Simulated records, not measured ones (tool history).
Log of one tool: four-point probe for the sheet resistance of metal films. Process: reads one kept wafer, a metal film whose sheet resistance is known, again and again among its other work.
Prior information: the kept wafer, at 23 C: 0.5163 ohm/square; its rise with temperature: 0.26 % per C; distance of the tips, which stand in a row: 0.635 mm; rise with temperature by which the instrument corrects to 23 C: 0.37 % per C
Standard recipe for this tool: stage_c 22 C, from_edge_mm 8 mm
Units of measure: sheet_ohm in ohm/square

Run 1, day 0: usual settings. Result: sheet_ohm 0.518647 ohm/square.
Run 2, day 4.258: usual settings. Result: sheet_ohm 0.518531 ohm/square.
Run 3, day 8.871: usual settings. Result: sheet_ohm 0.518502 ohm/square.
Run 4, day 12.283: usual settings. Result: sheet_ohm 0.518508 ohm/square.
Run 5, day 16.492: usual settings. Result: sheet_ohm 0.518679 ohm/square.
Run 6, day 19.733: usual settings. Result: sheet_ohm 0.518387 ohm/square.
Run 7, day 23.638: usual settings but from_edge_mm 57 mm. Result: sheet_ohm 0.516787 ohm/square.
At day 23.988: stage's thermometer calibrated.
Run 8, day 28.692: usual settings but from_edge_mm 57 mm. Result: sheet_ohm 0.516085 ohm/square.
Run 9, day 33.692: usual settings. Result: sheet_ohm 0.517973 ohm/square.
Run 10, day 38.583: usual settings but from_edge_mm 12 mm. Result: sheet_ohm 0.517037 ohm/square.
Run 11, day 40.883: usual settings but from_edge_mm 12 mm. Result: sheet_ohm 0.516917 ohm/square.
Run 12, day 45.729: usual settings but from_edge_mm 12 mm. Result: sheet_ohm 0.516986 ohm/square.
Run 13, day 49.779: usual settings but from_edge_mm 12 mm. Result: sheet_ohm 0.516941 ohm/square.
Run 14, day 54.225: usual settings but from_edge_mm 12 mm. Result: sheet_ohm 0.516735 ohm/square.
Run 15, day 58.15: usual settings but from_edge_mm 12 mm. Result: sheet_ohm 0.516713 ohm/square.
Run 16, day 63.142: usual settings but stage_c 21 C, from_edge_mm 11 mm. Result: sheet_ohm 0.517483 ohm/square.
Run 17, day 67.529: usual settings but stage_c 32 C, from_edge_mm 12 mm. Result: sheet_ohm 0.511604 ohm/square.
Run 18, day 71.321: usual settings but stage_c 33 C. Result: sheet_ohm 0.511927 ohm/square.
Run 19, day 76.538: usual settings but stage_c 33 C. Result: sheet_ohm 0.512008 ohm/square.
Run 20, day 79.117: usual settings but stage_c 25 C, from_edge_mm 14 mm. Result: sheet_ohm 0.51491 ohm/square.

Predict the results of run 21:
Run 21, day 82.075: usual settings but stage_c 18 C, from_edge_mm 36 mm. Result: sheet_ohm ?.

{"run 21": {"sheet_ohm": 0.518167}}
Take away the tool's hidden state, keep the run-to-run variation as it was, and the same run would have given sheet_ohm 0.519122 ohm/square.

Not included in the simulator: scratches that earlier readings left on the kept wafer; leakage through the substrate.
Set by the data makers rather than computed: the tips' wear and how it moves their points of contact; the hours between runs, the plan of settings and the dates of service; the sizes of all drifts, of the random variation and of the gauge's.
